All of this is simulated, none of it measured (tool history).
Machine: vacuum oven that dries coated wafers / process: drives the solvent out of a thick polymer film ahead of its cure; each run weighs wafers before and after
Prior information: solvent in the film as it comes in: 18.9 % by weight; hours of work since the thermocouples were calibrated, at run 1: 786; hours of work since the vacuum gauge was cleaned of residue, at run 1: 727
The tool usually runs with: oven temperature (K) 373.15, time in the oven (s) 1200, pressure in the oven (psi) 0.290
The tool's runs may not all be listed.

run	hour	oven temperature (K)	time in the oven (s)	pressure in the oven (psi)	hours of work since the thermocouples were calibrated	hours of work since the vacuum gauge was cleaned of residue	solvent left in the film (%)
1	0.0	373.15	1200	0.290	786	727	4.07
2	24.8	362.15	1200	0.290	796	737	7.66
3	49.7	362.15	1200	0.290	807	748	7.61
4	91.0	373.15	1200	0.360	825	766	4.28
5	120.0	373.15	1200	0.360	837	778	4.32
6	173.2	373.15	1200	0.255	860	801	4.02
7	205.9	373.15	1200	0.345	874	815	4.22
# hour 211.3: vacuum gauge cleaned of residue and calibrated
8	252.0	373.15	1200	0.345	893	17	4.28
9	304.9	373.15	1200	0.654	915	40	5.09
10	329.0	373.15	1200	0.654	926	50	5.16
11	360.1	373.15	780	0.290	939	63	6.41
12	397.0	374.15	780	0.290	954	79	6.07
# hour 425.6: vacuum gauge cleaned of residue and calibrated, once more
13	451.9	373.15	1200	0.149	977	11	3.71
14	504.1	385.15	780	1.143	1000	33	4.48
15	535.8	376.15	1440	0.290	1013	47	2.51
16	558.0	373.15	1620	0.290	1022	56	2.79
17	594.0	381.15	900	1.015	1038	72	4.83
18	648.2	387.15	1020	0.292	1061	95	1.63
19	682.3	363.15	1020	0.292	1075	109	8.20
20	717.8	386.15	1020	0.289	1091	125	1.78
21	771.4	372.15	900	0.600	1113	147	6.67
22	796.7	372.15	900	0.600	1124	158	6.65
23	847.3	372.15	1020	0.309	1146	180	5.31

For each entry between runs, how does the tool's hidden state at the last listed run before it compare with that at the first listed run after it?
Runs 7 to 8: vacuum gauge cleaned of residue and calibrated (hour 211.3)
  true wafer temperature over the reading, C: -1.49 -> -1.52; true pressure over the reading, kPa: 0.166 -> 0.231
  measured value less the no-hidden-state value, solvent left in the film (%): +0.49 -> +0.52
Runs 12 to 13: vacuum gauge cleaned of residue and calibrated, once more (hour 425.6)
  true wafer temperature over the reading, C: -1.61 -> -1.64; true pressure over the reading, kPa: 0.244 -> 0.006
  measured value less the no-hidden-state value, solvent left in the film (%): +0.57 -> +0.45
